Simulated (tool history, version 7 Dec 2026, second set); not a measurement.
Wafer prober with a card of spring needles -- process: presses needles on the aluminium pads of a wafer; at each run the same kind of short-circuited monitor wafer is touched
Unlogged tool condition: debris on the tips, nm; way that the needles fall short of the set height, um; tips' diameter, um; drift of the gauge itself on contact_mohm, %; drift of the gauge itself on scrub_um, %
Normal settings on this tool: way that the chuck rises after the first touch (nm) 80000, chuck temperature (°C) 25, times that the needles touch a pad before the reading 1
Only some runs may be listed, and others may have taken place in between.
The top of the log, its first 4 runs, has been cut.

run	hour	way that the chuck rises after the first touch (nm)	chuck temperature (°C)	times that the needles touch a pad before the reading	touches since the tips were cleaned	cleanings since the card got new needles	touches since the first contact's height was set	resistance of one needle with its contact and lead (mohm)	way that a needle slides on the pad (nm)
5	41.6	62000	25	1	6849	16	131804	200	10900
# hour 42.5: tips cleaned on abrasive film
6	48.9	62000	25	1	2262	17	134365	202	10900
7	55.3	80000	25	1	4542	17	136645	196	14130
8	61.7	80000	25	1	6792	17	138895	195	14090
# hour 62.6: tips cleaned on abrasive film
9	70.1	80000	25	1	2674	18	141874	198	14050
10	75.7	80000	98	1	4649	18	143849	213	14120
# hour 82.6: tips cleaned on abrasive film
11	84.2	80000	25	2	554	19	146814	194	14140
12	95.7	80000	25	2	4649	19	150909	194	14120
# hour 102.5: tips cleaned on abrasive film
13	103.5	80000	25	2	332	20	153625	194	14140
14	111.4	80000	25	1	3159	20	156452	198	14170
15	121.7	80000	25	1	6793	20	160086	195	14210
# hour 122.7: tips cleaned on abrasive film
16	130.6	80000	25	1	2793	21	163227	194	14210
# hour 142.8: tips cleaned on abrasive film
17	143.7	80000	25	1	319	22	167843	195	14190
18	155.9	80000	25	1	4650	22	172174	195	14190
# hour 162.6: tips cleaned on abrasive film
19	165.6	72000	123	3	1087	23	175576	222	12810
20	176.4	78000	123	2	4918	23	179407	217	13870
# hour 182.6: tips cleaned on abrasive film
21	189.7	91000	110	1	2526	24	184078	212	16160
# hour 202.3: tips cleaned on abrasive film
22	202.3	83000	105	3	0	25	188527	213	14760

Run 23, settings as shown, results not yet in. Your forecast:
23	214.6	80000	84	2	4360	25	192887	?	?

{"run 23": {"resistance of one needle with its contact and lead (mohm)": 207, "way that a needle slides on the pad (nm)": 14250}}
The same run, on a tool lacking any hidden state, would have yielded resistance of one needle with its contact and lead (mohm) 206, way that a needle slides on the pad (nm) 14050.
